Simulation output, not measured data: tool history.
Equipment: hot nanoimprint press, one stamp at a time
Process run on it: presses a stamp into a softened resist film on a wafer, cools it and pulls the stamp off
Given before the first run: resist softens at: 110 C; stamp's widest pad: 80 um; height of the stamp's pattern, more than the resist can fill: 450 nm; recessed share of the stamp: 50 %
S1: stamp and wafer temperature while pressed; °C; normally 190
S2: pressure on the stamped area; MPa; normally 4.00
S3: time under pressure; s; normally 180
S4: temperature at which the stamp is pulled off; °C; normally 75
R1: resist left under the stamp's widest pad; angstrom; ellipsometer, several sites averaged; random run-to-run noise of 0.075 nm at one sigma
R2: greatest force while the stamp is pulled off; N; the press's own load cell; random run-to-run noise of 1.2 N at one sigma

{"run": 1, "hour": 0.0, "S1": 190, "S2": 4.0, "S3": 180, "S4": 75, "R1": 831.6, "R2": 127}
{"run": 2, "hour": 21.4, "S1": 190, "S2": 4.0, "S3": 180, "S4": 75, "R1": 830.4, "R2": 126}
{"run": 3, "hour": 35.0, "S1": 190, "S2": 4.0, "S3": 180, "S4": 75, "R1": 830.0, "R2": 124}
{"run": 4, "hour": 49.5, "S1": 190, "S2": 4.0, "S3": 180, "S4": 75, "R1": 830.0, "R2": 126}
{"run": 5, "hour": 71.0, "S1": 190, "S2": 4.0, "S3": 180, "S4": 75, "R1": 830.4, "R2": 126}
{"run": 6, "hour": 95.0, "S1": 190, "S2": 4.0, "S3": 180, "S4": 75, "R1": 828.9, "R2": 127}
{"hour": 113.0, "done": "stamp cleaned and given a new release coat"}
{"run": 7, "hour": 115.5, "S1": 190, "S2": 4.0, "S3": 180, "S4": 75, "R1": 828.1, "R2": 125}
{"run": 8, "hour": 125.7, "S1": 190, "S2": 4.0, "S3": 180, "S4": 75, "R1": 827.8, "R2": 125}
{"run": 9, "hour": 147.3, "S1": 190, "S2": 4.0, "S3": 180, "S4": 75, "R1": 826.7, "R2": 126}
{"run": 10, "hour": 161.5, "S1": 193, "S2": 4.0, "S3": 180, "S4": 75, "R1": 771.5, "R2": 126}
{"run": 11, "hour": 176.8, "S1": 193, "S2": 4.0, "S3": 180, "S4": 75, "R1": 770.5, "R2": 126}
{"run": 12, "hour": 189.6, "S1": 196, "S2": 2.43, "S3": 261, "S4": 61, "R1": 821.8, "R2": 150}
{"run": 13, "hour": 208.6, "S1": 190, "S2": 3.27, "S3": 178, "S4": 75, "R1": 921.7, "R2": 125}
{"run": 14, "hour": 231.0, "S1": 190, "S2": 3.27, "S3": 178, "S4": 75, "R1": 920.3, "R2": 126}
{"run": 15, "hour": 253.1, "S1": 199, "S2": 4.1, "S3": 298, "S4": 75, "R1": 546.7, "R2": 126}
{"run": 16, "hour": 265.1, "S1": 190, "S2": 4.0, "S3": 111, "S4": 71, "R1": 974.9, "R2": 133}
{"run": 17, "hour": 286.0, "S1": 190, "S2": 4.0, "S3": 111, "S4": 71, "R1": 973.9, "R2": 133}

For run 18, what comes out?
{"run": 18, "hour": 299.7, "S1": 182, "S2": 2.51, "S3": 239, "S4": 73, "R1": "?", "R2": "?"}

Run 18 produced R1 1135.0 angstrom, R2 127 N.
Take away the tool's hidden state, keep the run-to-run variation as it was, and the same run would have given R1 1145.3 angstrom, R2 127 N.
